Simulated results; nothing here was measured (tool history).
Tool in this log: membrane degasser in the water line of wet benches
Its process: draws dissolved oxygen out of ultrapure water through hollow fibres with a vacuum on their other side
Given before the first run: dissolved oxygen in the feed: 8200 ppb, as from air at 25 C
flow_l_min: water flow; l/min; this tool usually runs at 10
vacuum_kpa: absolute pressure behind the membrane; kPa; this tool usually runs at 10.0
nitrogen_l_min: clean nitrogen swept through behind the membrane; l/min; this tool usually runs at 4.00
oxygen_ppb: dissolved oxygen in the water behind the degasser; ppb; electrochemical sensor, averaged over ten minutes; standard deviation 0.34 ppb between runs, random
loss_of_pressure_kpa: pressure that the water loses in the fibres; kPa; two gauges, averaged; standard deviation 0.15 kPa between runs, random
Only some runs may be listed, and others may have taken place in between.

run	hour	flow_l_min	vacuum_kpa	nitrogen_l_min	oxygen_ppb	loss_of_pressure_kpa
1	0.0	10	10.0	4.00	47.9	27.89
# hour 157.4: seals of the vacuum lines changed
2	163.4	10	10.0	4.00	47.2	28.06
3	410.1	10	10.0	4.00	47.3	27.74
4	702.0	10	10.0	4.00	47.1	28.05
5	989.2	10	10.0	4.00	47.4	27.77
6	1288.0	10	10.0	4.00	48.1	27.79
7	1539.4	10	10.0	4.00	47.6	28.04
8	1813.3	10	10.0	4.00	47.8	27.88
9	1990.9	10	10.0	4.00	47.4	27.99
10	2136.7	10	10.0	4.00	47.0	27.90
11	2435.0	10	10.0	4.00	47.8	27.85
12	2717.0	10	10.0	4.00	47.2	27.89
# hour 2808.5: vacuum gauge calibrated
13	3006.1	10	10.0	4.00	47.5	27.71
14	3147.1	10	10.0	4.32	44.4	27.80
15	3442.2	10	10.0	4.00	46.8	27.90
16	3717.0	10	9.6	4.00	44.9	27.68
17	3861.0	10	10.0	4.00	47.5	27.91
18	4019.7	7	7.0	4.00	16.9	19.39
19	4223.0	7	22.1	4.00	83.5	19.71
20	4472.8	10	15.5	2.72	116.7	27.53
21	4724.5	10	15.5	2.72	115.5	27.61
22	4899.1	10	15.5	1.78	170.6	27.84
23	5195.6	10	15.5	1.78	172.8	27.85
24	5475.1	16	23.4	1.69	476.3	44.73
25	5640.7	16	23.4	1.69	474.6	44.73
26	5808.9	10	23.4	1.69	285.3	28.01
27	5964.6	11	7.7	1.69	79.5	30.67
28	6173.2	9	16.2	6.44	48.8	25.28
29	6449.3	13	10.0	3.16	88.6	36.25

Run 30 is up next; what results do you expect?
30	6591.0	15	9.6	11.25	?	?

oxygen_ppb: 60.5 ppb
loss_of_pressure_kpa: 41.75 kPa
On a tool with no hidden condition, and with the same random variation, this run would have come out at oxygen_ppb 60.3 ppb, loss_of_pressure_kpa 41.72 kPa.

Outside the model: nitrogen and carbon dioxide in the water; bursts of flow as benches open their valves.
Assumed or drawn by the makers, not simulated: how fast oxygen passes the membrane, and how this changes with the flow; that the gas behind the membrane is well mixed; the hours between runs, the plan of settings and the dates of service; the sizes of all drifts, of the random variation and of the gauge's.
